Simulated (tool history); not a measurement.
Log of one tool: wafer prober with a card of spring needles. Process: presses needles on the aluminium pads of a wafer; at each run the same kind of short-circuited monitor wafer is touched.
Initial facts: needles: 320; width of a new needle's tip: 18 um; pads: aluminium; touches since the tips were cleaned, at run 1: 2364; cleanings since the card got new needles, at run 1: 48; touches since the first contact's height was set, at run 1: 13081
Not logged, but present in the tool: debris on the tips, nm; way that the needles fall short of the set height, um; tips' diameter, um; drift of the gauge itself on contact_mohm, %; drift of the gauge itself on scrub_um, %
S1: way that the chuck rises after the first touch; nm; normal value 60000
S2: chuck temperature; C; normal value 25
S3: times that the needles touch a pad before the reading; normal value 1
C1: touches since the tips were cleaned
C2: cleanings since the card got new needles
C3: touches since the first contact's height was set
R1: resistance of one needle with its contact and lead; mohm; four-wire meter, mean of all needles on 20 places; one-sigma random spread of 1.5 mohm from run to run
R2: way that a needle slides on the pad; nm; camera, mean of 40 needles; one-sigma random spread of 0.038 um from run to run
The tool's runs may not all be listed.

run	hour	S1	S2	S3	C1	C2	C3	R1	R2
1	0	60000	25	1	2364	48	13081	141	16000
# hour 4.2: tips cleaned on abrasive film
# hour 14: tips cleaned on abrasive film
# hour 24: tips cleaned on abrasive film
# hour 33.2: tips cleaned on abrasive film
2	33.2	60000	25	1	0	52	28773	143	15970
# hour 42.6: tips cleaned on abrasive film
# hour 50.8: tips cleaned on abrasive film
# hour 61.1: tips cleaned on abrasive film
3	67.6	60000	25	1	3102	55	45092	140	16100
# hour 71.3: tips cleaned on abrasive film
# hour 81: tips cleaned on abrasive film
# hour 91.3: tips cleaned on abrasive film
4	96.6	60000	25	1	2525	58	58851	142	16040
# hour 100.2: tips cleaned on abrasive film
# hour 109.6: tips cleaned on abrasive film
# hour 119.4: tips cleaned on abrasive film
5	126.9	60000	25	1	3599	61	73216	140	16070
# hour 129: tips cleaned on abrasive film
# hour 138.8: tips cleaned on abrasive film
6	142.1	60000	25	1	1578	63	80387	141	16060
# hour 148.3: tips cleaned on abrasive film
# hour 157.6: tips cleaned on abrasive film
# hour 167: tips cleaned on abrasive film
7	170.1	60000	25	1	1504	66	93681	141	16010
# hour 175.9: tips cleaned on abrasive film
# hour 186.1: tips cleaned on abrasive film
8	189.8	60000	25	1	1738	68	102988	137	16030
# hour 195.5: tips cleaned on abrasive film
# hour 205.7: tips cleaned on abrasive film
9	208.5	60000	25	1	1303	70	111846	142	16030
# hour 214.7: tips cleaned on abrasive film
# hour 222.9: tips cleaned on abrasive film
10	230.8	60000	25	1	3776	72	122441	144	16030
# hour 232.5: tips cleaned on abrasive film
# hour 242.2: tips cleaned on abrasive film
# hour 251.9: tips cleaned on abrasive film
11	255.6	60000	25	1	1809	75	134201	143	16020
# hour 261.8: tips cleaned on abrasive film
# hour 272: tips cleaned on abrasive film
# hour 282.1: tips cleaned on abrasive film
# hour 291.2: tips cleaned on abrasive film
12	291.2	60000	25	3	0	79	151021	141	16040
# hour 301.2: tips cleaned on abrasive film
# hour 310.9: tips cleaned on abrasive film
13	315.2	60000	25	3	2078	81	162433	141	16050
# hour 321.1: tips cleaned on abrasive film
# hour 330.9: tips cleaned on abrasive film
# hour 340.8: tips cleaned on abrasive film
14	348	60000	25	1	3484	84	178013	139	16000
# hour 350.2: tips cleaned on abrasive film
# hour 359.7: tips cleaned on abrasive film
# hour 369: tips cleaned on abrasive film
15	369	78000	41	2	0	87	187915	139	20780
# hour 378.4: tips cleaned on abrasive film
# hour 386.6: tips cleaned on abrasive film
16	394.7	65000	30	1	3847	89	200100	142	17430
# hour 396.7: tips cleaned on abrasive film
# hour 406.3: tips cleaned on abrasive film
# hour 416.2: tips cleaned on abrasive film
# hour 421.7: height of the first contact set anew
# hour 425.7: tips cleaned on abrasive film
17	425.7	65000	30	1	0	93	1857	145	17360
# hour 435.3: tips cleaned on abrasive film
# hour 445.4: tips cleaned on abrasive film
18	453.1	65000	30	1	3683	95	14860	143	17340

Predict the results of run 19:
# hour 455.1: tips cleaned on abrasive film
# hour 465.2: tips cleaned on abrasive film
19	472.3	74000	76	1	3414	97	23969	?	?

R1: 145 mohm
R2: 19780 nm
With the hidden condition absent and the run-to-run variation left alone, this run would have shown R1 145 mohm, R2 19780 nm.

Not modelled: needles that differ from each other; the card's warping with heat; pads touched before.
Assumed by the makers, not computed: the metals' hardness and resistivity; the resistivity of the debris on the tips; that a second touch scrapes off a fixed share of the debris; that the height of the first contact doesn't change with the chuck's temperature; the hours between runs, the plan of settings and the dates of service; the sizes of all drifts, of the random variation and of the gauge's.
